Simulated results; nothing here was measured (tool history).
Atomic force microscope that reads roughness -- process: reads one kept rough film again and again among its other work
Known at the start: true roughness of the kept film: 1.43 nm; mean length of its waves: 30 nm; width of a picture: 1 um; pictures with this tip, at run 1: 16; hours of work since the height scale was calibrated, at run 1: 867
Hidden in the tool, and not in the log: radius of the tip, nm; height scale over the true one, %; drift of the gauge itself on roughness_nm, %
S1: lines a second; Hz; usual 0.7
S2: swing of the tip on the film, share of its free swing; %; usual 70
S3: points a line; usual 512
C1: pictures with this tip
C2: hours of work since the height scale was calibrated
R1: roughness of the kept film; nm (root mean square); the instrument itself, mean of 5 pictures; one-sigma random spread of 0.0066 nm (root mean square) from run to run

{"run": 1, "hour": 0.0, "S1": 0.7, "S2": 70, "S3": 512, "C1": 16, "C2": 867, "R1": 1.28}
{"run": 2, "hour": 22.5, "S1": 0.7, "S2": 70, "S3": 512, "C1": 52, "C2": 881, "R1": 1.193}
{"hour": 37.7, "done": "new tip fitted"}
{"run": 3, "hour": 44.1, "S1": 0.7, "S2": 70, "S3": 454, "C1": 11, "C2": 894, "R1": 1.291}
{"run": 4, "hour": 78.9, "S1": 0.7, "S2": 70, "S3": 454, "C1": 67, "C2": 916, "R1": 1.144}
{"hour": 86.0, "done": "new tip fitted"}
{"run": 5, "hour": 103.7, "S1": 2.25, "S2": 70, "S3": 454, "C1": 29, "C2": 931, "R1": 1.117}
{"hour": 135.1, "done": "new tip fitted"}
{"run": 6, "hour": 152.0, "S1": 2.25, "S2": 70, "S3": 454, "C1": 28, "C2": 960, "R1": 1.124}
{"hour": 183.8, "done": "new tip fitted"}
{"run": 7, "hour": 193.8, "S1": 0.7, "S2": 70, "S3": 512, "C1": 16, "C2": 986, "R1": 1.267}
{"hour": 230.5, "done": "new tip fitted"}
{"run": 8, "hour": 240.3, "S1": 0.7, "S2": 77, "S3": 512, "C1": 16, "C2": 1014, "R1": 1.239}
{"run": 9, "hour": 262.0, "S1": 0.7, "S2": 77, "S3": 512, "C1": 51, "C2": 1027, "R1": 1.167}
{"hour": 279.0, "done": "new tip fitted"}
{"run": 10, "hour": 304.9, "S1": 0.7, "S2": 77, "S3": 512, "C1": 42, "C2": 1053, "R1": 1.164}
{"hour": 325.9, "done": "new tip fitted"}
{"run": 11, "hour": 339.8, "S1": 1.152, "S2": 70, "S3": 512, "C1": 22, "C2": 1075, "R1": 1.224}
{"run": 12, "hour": 370.5, "S1": 1.152, "S2": 70, "S3": 512, "C1": 73, "C2": 1094, "R1": 1.098}
{"hour": 373.6, "done": "new tip fitted"}
{"run": 13, "hour": 418.5, "S1": 1.152, "S2": 70, "S3": 512, "C1": 73, "C2": 1123, "R1": 1.099}
{"hour": 421.1, "done": "new tip fitted"}
{"run": 14, "hour": 450.2, "S1": 0.7, "S2": 77, "S3": 512, "C1": 48, "C2": 1142, "R1": 1.176}
{"hour": 470.8, "done": "new tip fitted"}
{"run": 15, "hour": 481.0, "S1": 0.7, "S2": 77, "S3": 512, "C1": 17, "C2": 1161, "R1": 1.227}
{"hour": 517.4, "done": "new tip fitted"}
{"run": 16, "hour": 520.6, "S1": 0.7, "S2": 70, "S3": 586, "C1": 5, "C2": 1185, "R1": 1.305}
{"run": 17, "hour": 561.7, "S1": 0.7, "S2": 65, "S3": 512, "C1": 72, "C2": 1210, "R1": 1.161}
{"hour": 564.7, "done": "new tip fitted"}
{"run": 18, "hour": 609.4, "S1": 0.7, "S2": 65, "S3": 512, "C1": 73, "C2": 1239, "R1": 1.144}
{"hour": 614.1, "done": "new tip fitted"}
{"run": 19, "hour": 649.2, "S1": 0.7, "S2": 65, "S3": 512, "C1": 57, "C2": 1264, "R1": 1.183}
{"hour": 664.1, "done": "new tip fitted"}
{"run": 20, "hour": 683.2, "S1": 0.7, "S2": 65, "S3": 512, "C1": 31, "C2": 1284, "R1": 1.251}
{"hour": 712.2, "done": "new tip fitted"}
{"run": 21, "hour": 728.3, "S1": 0.7, "S2": 70, "S3": 512, "C1": 26, "C2": 1312, "R1": 1.255}
{"run": 22, "hour": 752.6, "S1": 0.7, "S2": 56, "S3": 512, "C1": 66, "C2": 1327, "R1": 1.175}
{"hour": 760.0, "done": "new tip fitted"}
{"run": 23, "hour": 776.3, "S1": 1.482, "S2": 63, "S3": 548, "C1": 26, "C2": 1341, "R1": 1.212}
{"run": 24, "hour": 799.1, "S1": 1.756, "S2": 59, "S3": 665, "C1": 64, "C2": 1355, "R1": 1.136}
{"hour": 808.2, "done": "new tip fitted"}
{"run": 25, "hour": 839.1, "S1": 0.575, "S2": 72, "S3": 464, "C1": 51, "C2": 1379, "R1": 1.173}
{"hour": 854.8, "done": "new tip fitted"}
{"run": 26, "hour": 859.8, "S1": 0.95, "S2": 79, "S3": 512, "C1": 8, "C2": 1392, "R1": 1.233}
{"run": 27, "hour": 881.4, "S1": 0.95, "S2": 79, "S3": 512, "C1": 43, "C2": 1405, "R1": 1.144}
{"hour": 903.0, "done": "new tip fitted"}
{"run": 28, "hour": 930.0, "S1": 0.618, "S2": 78, "S3": 794, "C1": 44, "C2": 1435, "R1": 1.188}
{"hour": 949.2, "done": "new tip fitted"}
{"run": 29, "hour": 965.4, "S1": 3.863, "S2": 76, "S3": 561, "C1": 26, "C2": 1456, "R1": 0.978}
{"hour": 998.2, "done": "new tip fitted"}
{"run": 30, "hour": 1003.5, "S1": 0.518, "S2": 68, "S3": 512, "C1": 9, "C2": 1480, "R1": 1.318}
{"run": 31, "hour": 1037.3, "S1": 0.518, "S2": 68, "S3": 512, "C1": 63, "C2": 1500, "R1": 1.173}
{"hour": 1046.9, "done": "new tip fitted"}
{"run": 32, "hour": 1080.6, "S1": 0.77, "S2": 58, "S3": 960, "C1": 55, "C2": 1527, "R1": 1.21}
{"hour": 1095.9, "done": "new tip fitted"}
{"run": 33, "hour": 1121.9, "S1": 0.77, "S2": 58, "S3": 960, "C1": 43, "C2": 1552, "R1": 1.227}
{"hour": 1142.9, "done": "new tip fitted"}
{"run": 34, "hour": 1168.2, "S1": 2.017, "S2": 77, "S3": 960, "C1": 41, "C2": 1580, "R1": 1.066}
{"hour": 1189.2, "done": "new tip fitted"}
{"run": 35, "hour": 1215.0, "S1": 3.905, "S2": 59, "S3": 617, "C1": 42, "C2": 1609, "R1": 1.11}
{"hour": 1237.7, "done": "new tip fitted"}
{"run": 36, "hour": 1249.5, "S1": 0.597, "S2": 76, "S3": 496, "C1": 19, "C2": 1630, "R1": 1.26}
{"hour": 1285.9, "done": "new tip fitted"}
{"run": 37, "hour": 1296.3, "S1": 0.597, "S2": 76, "S3": 496, "C1": 17, "C2": 1658, "R1": 1.279}
{"run": 38, "hour": 1324.0, "S1": 0.597, "S2": 76, "S3": 496, "C1": 62, "C2": 1675, "R1": 1.167}
{"hour": 1334.3, "done": "new tip fitted"}
{"run": 39, "hour": 1370.8, "S1": 0.854, "S2": 69, "S3": 290, "C1": 59, "C2": 1704, "R1": 1.158}
{"hour": 1383.0, "done": "new tip fitted"}
{"run": 40, "hour": 1396.0, "S1": 0.854, "S2": 69, "S3": 290, "C1": 21, "C2": 1719, "R1": 1.264}
{"run": 41, "hour": 1419.7, "S1": 0.533, "S2": 84, "S3": 575, "C1": 60, "C2": 1734, "R1": 1.142}
{"hour": 1429.2, "done": "new tip fitted"}
{"run": 42, "hour": 1451.6, "S1": 2.418, "S2": 70, "S3": 382, "C1": 36, "C2": 1753, "R1": 1.098}
{"hour": 1477.6, "done": "new tip fitted"}
{"run": 43, "hour": 1493.5, "S1": 3.335, "S2": 70, "S3": 512, "C1": 26, "C2": 1779, "R1": 1.077}

Forecast run 44:
{"hour": 1524.9, "done": "new tip fitted"}
{"run": 44, "hour": 1541.6, "S1": 1.485, "S2": 70, "S3": 582, "C1": 27, "C2": 1808, "R1": "?"}

R1: 1.176 nm (root mean square)
Without the tool's hidden state the same run would have given R1 1.231 nm (root mean square).
